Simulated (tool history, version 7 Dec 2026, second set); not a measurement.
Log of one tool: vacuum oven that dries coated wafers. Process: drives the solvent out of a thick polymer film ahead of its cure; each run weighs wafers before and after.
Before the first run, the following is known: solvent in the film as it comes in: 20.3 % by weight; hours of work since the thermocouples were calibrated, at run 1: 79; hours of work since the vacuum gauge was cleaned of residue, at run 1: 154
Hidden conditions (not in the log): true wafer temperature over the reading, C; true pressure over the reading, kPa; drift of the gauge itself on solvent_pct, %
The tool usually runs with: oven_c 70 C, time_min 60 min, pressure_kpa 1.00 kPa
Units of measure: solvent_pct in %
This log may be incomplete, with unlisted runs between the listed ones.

| run | day | oven_c | time_min | pressure_kpa | hours of work since the thermocouples were calibrated | hours of work since the vacuum gauge was cleaned of residue | solvent_pct |
|---|---|---|---|---|---|---|---|
| 1 | 0.000 | 70 | 60 | 1.00 | 79 | 154 | 1.87 |
| 2 | 0.492 | 70 | 60 | 3.92 | 85 | 161 | 3.16 |
| 3 | 1.025 | 70 | 60 | 1.00 | 92 | 167 | 1.88 |
| 4 | 1.562 | 70 | 60 | 1.00 | 99 | 174 | 1.88 |
| 5 | 2.017 | 70 | 60 | 1.00 | 105 | 180 | 1.85 |
| 6 | 2.292 | 70 | 60 | 1.00 | 109 | 184 | 1.89 |
| 7 | 2.654 | 70 | 60 | 1.00 | 113 | 188 | 1.88 |
| 8 | 3.042 | 70 | 60 | 1.47 | 118 | 193 | 2.05 |
| 9 | 3.550 | 70 | 60 | 1.47 | 125 | 200 | 2.08 |
| 10 | 4.092 | 70 | 60 | 1.47 | 132 | 207 | 2.09 |
| 11 | 4.600 | 70 | 60 | 1.47 | 139 | 214 | 2.06 |
| 12 | 4.883 | 70 | 60 | 0.58 | 142 | 217 | 1.66 |
| 13 | 5.275 | 70 | 60 | 1.00 | 147 | 222 | 1.84 |
| 14 | 5.712 | 70 | 60 | 1.00 | 153 | 228 | 1.86 |
| 15 | 6.025 | 70 | 31 | 1.00 | 157 | 232 | 4.96 |
| 16 | 6.275 | 70 | 60 | 1.00 | 160 | 235 | 1.87 |
| 17 | 6.750 | 70 | 70 | 1.00 | 166 | 241 | 1.39 |
| 18 | 7.017 | 70 | 70 | 1.00 | 170 | 245 | 1.37 |
| 19 | 7.479 | 70 | 70 | 1.00 | 176 | 251 | 1.36 |
| 20 | 7.812 | 70 | 70 | 1.00 | 180 | 255 | 1.39 |
| 21 | 8.100 | 80 | 60 | 1.88 | 184 | 259 | 0.86 |
| 22 | 8.629 | 57 | 77 | 2.93 | 191 | 266 | 5.70 |
| 23 | 9.050 | 57 | 77 | 3.30 | 196 | 271 | 5.94 |
| 24 | 9.608 | 57 | 77 | 3.30 | 203 | 278 | 5.89 |
| 25 | 10.104 | 71 | 90 | 1.00 | 210 | 285 | 0.78 |
| 26 | 10.412 | 71 | 90 | 1.00 | 214 | 289 | 0.81 |
| 27 | 10.775 | 74 | 90 | 0.51 | 218 | 294 | 0.41 |
| 28 | 11.183 | 82 | 47 | 0.51 | 224 | 299 | 0.61 |
| 29 | 11.629 | 59 | 76 | 1.54 | 229 | 305 | 4.09 |
| 30 | 11.896 | 67 | 60 | 2.73 | 233 | 308 | 3.38 |
| 31 | 12.429 | 75 | 60 | 1.00 | 240 | 315 | 1.00 |
| 32 | 12.821 | 61 | 72 | 1.81 | 245 | 320 | 3.85 |
| 33 | 13.225 | 63 | 49 | 0.63 | 250 | 325 | 4.46 |

What will run 34 give?
| 34 | 13.642 | 70 | 46 | 1.62 | 255 | 331 | ? |

Run 34 gave solvent_pct 3.10 %.
Minus the tool's unlogged condition, the same run would have read solvent_pct 2.93 %.
